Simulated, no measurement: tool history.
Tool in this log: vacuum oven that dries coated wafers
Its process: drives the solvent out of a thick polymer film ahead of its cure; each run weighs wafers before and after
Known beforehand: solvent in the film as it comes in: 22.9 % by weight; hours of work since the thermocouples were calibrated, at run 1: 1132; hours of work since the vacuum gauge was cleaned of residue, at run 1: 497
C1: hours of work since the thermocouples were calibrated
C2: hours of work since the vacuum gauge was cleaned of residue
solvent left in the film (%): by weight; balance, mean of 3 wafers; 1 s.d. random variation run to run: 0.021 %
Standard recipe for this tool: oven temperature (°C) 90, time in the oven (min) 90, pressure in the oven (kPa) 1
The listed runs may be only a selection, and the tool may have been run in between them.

run 1 hour=0 | oven_temperature_(°C)=90 time_in_the_oven_(min)=90 pressure_in_the_oven_(kPa)=1 | C1=1132 C2=497 | solvent_left_in_the_film_(%)=1.83
-- hour=51.4 oven's thermocouples calibrated
run 2 hour=90.7 | oven_temperature_(°C)=90 time_in_the_oven_(min)=90 pressure_in_the_oven_(kPa)=1 | C1=31 C2=566 | solvent_left_in_the_film_(%)=2.12
run 3 hour=140 | oven_temperature_(°C)=90 time_in_the_oven_(min)=90 pressure_in_the_oven_(kPa)=1 | C1=70 C2=605 | solvent_left_in_the_film_(%)=2.12
run 4 hour=237.5 | oven_temperature_(°C)=90 time_in_the_oven_(min)=90 pressure_in_the_oven_(kPa)=3.23 | C1=147 C2=682 | solvent_left_in_the_film_(%)=2.86
run 5 hour=315.7 | oven_temperature_(°C)=90 time_in_the_oven_(min)=90 pressure_in_the_oven_(kPa)=3.23 | C1=208 C2=744 | solvent_left_in_the_film_(%)=2.82
run 6 hour=401.9 | oven_temperature_(°C)=93 time_in_the_oven_(min)=90 pressure_in_the_oven_(kPa)=1 | C1=276 C2=812 | solvent_left_in_the_film_(%)=1.33
run 7 hour=492.4 | oven_temperature_(°C)=90 time_in_the_oven_(min)=90 pressure_in_the_oven_(kPa)=0.59 | C1=348 C2=883 | solvent_left_in_the_film_(%)=1.87
run 8 hour=592.9 | oven_temperature_(°C)=90 time_in_the_oven_(min)=90 pressure_in_the_oven_(kPa)=0.59 | C1=427 C2=963 | solvent_left_in_the_film_(%)=1.82
run 9 hour=653.7 | oven_temperature_(°C)=90 time_in_the_oven_(min)=90 pressure_in_the_oven_(kPa)=0.59 | C1=475 C2=1011 | solvent_left_in_the_film_(%)=1.88
run 10 hour=697.1 | oven_temperature_(°C)=90 time_in_the_oven_(min)=90 pressure_in_the_oven_(kPa)=0.59 | C1=509 C2=1045 | solvent_left_in_the_film_(%)=1.83
run 11 hour=744 | oven_temperature_(°C)=90 time_in_the_oven_(min)=114 pressure_in_the_oven_(kPa)=1.12 | C1=546 C2=1082 | solvent_left_in_the_film_(%)=1.28
run 12 hour=836.9 | oven_temperature_(°C)=76 time_in_the_oven_(min)=58 pressure_in_the_oven_(kPa)=3.14 | C1=620 C2=1155 | solvent_left_in_the_film_(%)=11.22
run 13 hour=908.1 | oven_temperature_(°C)=95 time_in_the_oven_(min)=81 pressure_in_the_oven_(kPa)=1.23 | C1=676 C2=1211 | solvent_left_in_the_film_(%)=1.22
run 14 hour=951.7 | oven_temperature_(°C)=95 time_in_the_oven_(min)=81 pressure_in_the_oven_(kPa)=1.23 | C1=710 C2=1246 | solvent_left_in_the_film_(%)=1.22
run 15 hour=1029 | oven_temperature_(°C)=90 time_in_the_oven_(min)=54 pressure_in_the_oven_(kPa)=0.5 | C1=771 C2=1307 | solvent_left_in_the_film_(%)=4.27
run 16 hour=1131.7 | oven_temperature_(°C)=90 time_in_the_oven_(min)=68 pressure_in_the_oven_(kPa)=0.58 | C1=852 C2=1388 | solvent_left_in_the_film_(%)=2.95
run 17 hour=1217.8 | oven_temperature_(°C)=83 time_in_the_oven_(min)=90 pressure_in_the_oven_(kPa)=1 | C1=920 C2=1456 | solvent_left_in_the_film_(%)=4.25
run 18 hour=1310.2 | oven_temperature_(°C)=83 time_in_the_oven_(min)=90 pressure_in_the_oven_(kPa)=1 | C1=993 C2=1529 | solvent_left_in_the_film_(%)=4.21
run 19 hour=1405.4 | oven_temperature_(°C)=90 time_in_the_oven_(min)=45 pressure_in_the_oven_(kPa)=1 | C1=1068 C2=1604 | solvent_left_in_the_film_(%)=5.46
run 20 hour=1505.4 | oven_temperature_(°C)=90 time_in_the_oven_(min)=45 pressure_in_the_oven_(kPa)=1 | C1=1147 C2=1683 | solvent_left_in_the_film_(%)=5.42

Had the tool no unlogged condition, and each run kept its random variation, what would the results have been?
Hidden conditions of the tool in this case: true wafer temperature over the reading, C; true pressure over the reading, kPa; drift of the gauge itself on solvent_pct, %.
run=1 solvent_left_in_the_film_(%)=2.21
run=2 solvent_left_in_the_film_(%)=2.21
run=3 solvent_left_in_the_film_(%)=2.23
run=4 solvent_left_in_the_film_(%)=3
run=5 solvent_left_in_the_film_(%)=2.98
run=6 solvent_left_in_the_film_(%)=1.45
run=7 solvent_left_in_the_film_(%)=2.06
run=8 solvent_left_in_the_film_(%)=2.04
run=9 solvent_left_in_the_film_(%)=2.1
run=10 solvent_left_in_the_film_(%)=2.06
run=11 solvent_left_in_the_film_(%)=1.43
run=12 solvent_left_in_the_film_(%)=11.68
run=13 solvent_left_in_the_film_(%)=1.41
run=14 solvent_left_in_the_film_(%)=1.41
run=15 solvent_left_in_the_film_(%)=4.79
run=16 solvent_left_in_the_film_(%)=3.42
run=17 solvent_left_in_the_film_(%)=4.83
run=18 solvent_left_in_the_film_(%)=4.83
run=19 solvent_left_in_the_film_(%)=6.17
run=20 solvent_left_in_the_film_(%)=6.16
